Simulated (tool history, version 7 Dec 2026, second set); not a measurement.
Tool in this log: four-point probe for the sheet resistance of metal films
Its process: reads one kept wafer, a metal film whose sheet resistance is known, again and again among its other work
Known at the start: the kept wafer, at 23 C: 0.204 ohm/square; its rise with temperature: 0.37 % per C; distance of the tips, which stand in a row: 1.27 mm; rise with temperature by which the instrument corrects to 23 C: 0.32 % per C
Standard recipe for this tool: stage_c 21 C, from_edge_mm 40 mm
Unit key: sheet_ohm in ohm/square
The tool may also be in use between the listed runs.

run    hour  stage_c  from_edge_mm  sheet_ohm
  1       0       21            40   0.203465
  2    67.5       30            40   0.204339
  3   176.9       30            40   0.204308
  4     246       27            40   0.204088
  5   343.5       27            40   0.204116
  6     409       27            40   0.204161
  7   475.1       27            40   0.204137
  8   563.3       21            40   0.203611
  9   678.1       21            40   0.203581
 10   740.2       21            40   0.203664
 11   818.4       21            40   0.203651
 12   926.5       21            12   0.204794
 13  1018.2       21            12   0.204853
 14  1103.9       21            12   0.204872
 15  1158.4       28            40   0.204456
 16  1222.5       28            40   0.204443
 17  1283.4       28            40    0.20454
 18  1370.8       29             6   0.209311
 19  1457.7       27            68   0.204362
 20  1559.7       27            68   0.204481
 21  1620.2       27            68   0.204426
 22  1706.7       29            19   0.205063
 23  1820.3       31            17   0.205412
     1877.8  -- stage's thermometer calibrated
 24  1893.3       31            17   0.205622
       1965  -- new probe head fitted
 25  1978.8       34            25   0.205273
 26    2041       34            25   0.205301
 27    2122       35             8   0.207882
 28  2205.4       29            30   0.204861
 29    2263       29            30   0.204885
 30  2322.8       29            30   0.204824
 31  2430.4       29            30   0.204968
 32  2503.8       29            30   0.204868
 33  2607.5       29            30   0.204911
 34  2663.6       33            65   0.205148

Each row is a separate what-if for the run after 34, all from the same tool condition, not one after another. Results?
  A  2714.6       27             5          ?
  B  2714.6       34            65          ?
  C  2714.6       29            27          ?

run  sheet_ohm
  A    0.21154
  B   0.205275
  C   0.205078
With the hidden condition removed and each run's random variation left untouched, the same runs would have given:
run  sheet_ohm
  A   0.211345
  B   0.205084
  C   0.204888
